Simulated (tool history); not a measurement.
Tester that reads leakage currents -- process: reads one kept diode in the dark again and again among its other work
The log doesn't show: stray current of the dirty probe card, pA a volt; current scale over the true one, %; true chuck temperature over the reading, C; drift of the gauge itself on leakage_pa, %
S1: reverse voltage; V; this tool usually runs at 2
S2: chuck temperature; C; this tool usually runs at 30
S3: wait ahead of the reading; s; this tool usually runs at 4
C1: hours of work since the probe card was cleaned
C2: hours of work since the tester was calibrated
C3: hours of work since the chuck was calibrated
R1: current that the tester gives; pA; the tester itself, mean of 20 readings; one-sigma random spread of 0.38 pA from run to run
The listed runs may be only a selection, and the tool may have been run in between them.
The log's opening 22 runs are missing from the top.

run	hour	S1	S2	S3	C1	C2	C3	R1
23	1159.2	1.18	30	7.52	1760	1639	58	103.07
24	1222	1.18	30	7.52	1798	1677	96	103.59
25	1273.9	3	30	1.76	1829	1708	127	158.45
26	1324.8	2	48	3.08	1859	1739	158	610.89
27	1377.7	2	48	3.08	1891	1770	190	614.94
28	1448.9	1.19	32	6.52	1934	1813	233	123.86
29	1485.2	16.91	25	9.49	1956	1835	255	233.51
30	1541.9	16.91	25	9.49	1990	1869	289	233.68
31	1576.8	7.47	30	1.76	2011	1890	310	238.08
32	1650.3	2	30	0.44	2055	1934	354	130.66
33	1689	2	21	4	2079	1958	377	56.78
34	1745.4	2	30	0.78	2113	1992	411	128.3
35	1787.2	2	30	0.78	2138	2017	436	128.48
36	1844.8	3.39	44	0.39	2172	2052	471	544.75
37	1889.1	3.39	44	0.39	2199	2078	498	545.02
38	1954.5	2.65	21	4	2238	2118	537	65.18
39	2017.7	2	30	3.78	2277	2156	575	125.75

Alternative continuations, all from the tool just after run 39; predict every row:
A	2073.7	11.54	28	0.85	2310	2189	609	?
B	2073.7	18.22	44	0.69	2310	2189	609	?
C	2073.7	2	57	2	2310	2189	609	?
D	2073.7	17.75	30	3.78	2310	2189	609	?
E	2073.7	2.26	30	1.13	2310	2189	609	?

run	R1
A	248.32
B	1145.7
C	1222.8
D	357.79
E	134.03
Without the tool's hidden state the same runs would have given:
run	R1
A	227.04
B	1134.73
C	1253.03
D	324.3
E	132.84
